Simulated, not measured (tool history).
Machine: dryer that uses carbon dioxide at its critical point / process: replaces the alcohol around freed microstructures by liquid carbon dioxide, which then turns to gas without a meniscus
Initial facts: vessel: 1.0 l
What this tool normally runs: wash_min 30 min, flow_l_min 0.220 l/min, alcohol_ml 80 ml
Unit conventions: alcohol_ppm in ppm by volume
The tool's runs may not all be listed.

run     day  wash_min  flow_l_min  alcohol_ml  alcohol_ppm
  1   0.000        30       0.220          80          414
  2   2.312        30       0.220          80          418
  3   4.221        30       0.220          80          447
  4   5.692        47       0.220          80           44
  5   7.783        47       0.220          80           47
  6   9.300        47       0.220          80           46
  7  11.600        30       0.220          80          463
  8  13.296        30       0.220          80          493
  9  15.546        30       0.220          80          502
 10  17.112        30       0.215          80          568
 11  18.375        30       0.215          80          573
 12  20.521        30       0.220          80          421
 13  21.958        30       0.220          80          418
 14  23.325        30       0.220          80          441
 15  24.833        30       0.220          80          434
 16  26.008        30       0.220          80          455
 17  27.646        31       0.220          80          395
 18  29.679        30       0.220          80          451
 19  31.546        30       0.220          80          464
 20  33.167        30       0.220          80          475
 21  35.229        30       0.220          29          234
 22  36.358        30       0.220          80          492
 23  37.754        30       0.220          80          495
 24  39.142        30       0.220          80          530
 25  40.408        31       0.158          33          777
 26  41.529        31       0.372         105           99
 27  43.204        30       0.260          90          283
 28  44.862        30       0.260          90          214
 29  47.142        26       0.182          83         2085
 30  48.929        26       0.182          83         2032
 31  50.288        30       0.160          28          703
 32  51.858        21       0.355         109          370
 33  53.071        25       0.292          51          148
 34  55.112        20       0.351          80          291
 35  56.167        30       0.220          52          253
 36  58.492        26       0.220          32          341
 37  59.792        30       0.220          45          246
 38  60.775        23       0.150          80         4994
 39  61.975        30       0.220          49          282
 40  63.496        30       0.220          49          281
 41  65.233        30       0.220          72          408
 42  66.629        30       0.220          72          423
 43  68.692        30       0.220          72          425
 44  70.742        30       0.220          72          447
 45  72.362        30       0.220          72          454
 46  74.071        30       0.220          46          313

Removed from this log: 3 entries logged between the listed runs. Between which two listed runs does each belong, and how does the tool's hidden state at the listed run before it compare with that at the listed run after it?
In the gap between runs 11 and 12: inlet filter changed (day 19.600)
  flow that reaches the vessel past the clogged filter, %: 94.9 -> 99.8; alcohol in the recycled carbon dioxide, ppm: 43.6 -> 48.2
  measured value less the no-hidden-state value, alcohol_ppm: +164 -> +50 ppm by volume
In the gap between runs 27 and 28: purifier's bed changed (day 44.379)
  flow that reaches the vessel past the clogged filter, %: 96 -> 95.8; alcohol in the recycled carbon dioxide, ppm: 96.2 -> 7.8
  measured value less the no-hidden-state value, alcohol_ppm: +133 -> +51 ppm by volume
In the gap between runs 32 and 33: inlet filter changed (day 53.038)
  flow that reaches the vessel past the clogged filter, %: 94.6 -> 99.9; alcohol in the recycled carbon dioxide, ppm: 22.9 -> 25.3
  measured value less the no-hidden-state value, alcohol_ppm: +117 -> +21 ppm by volume
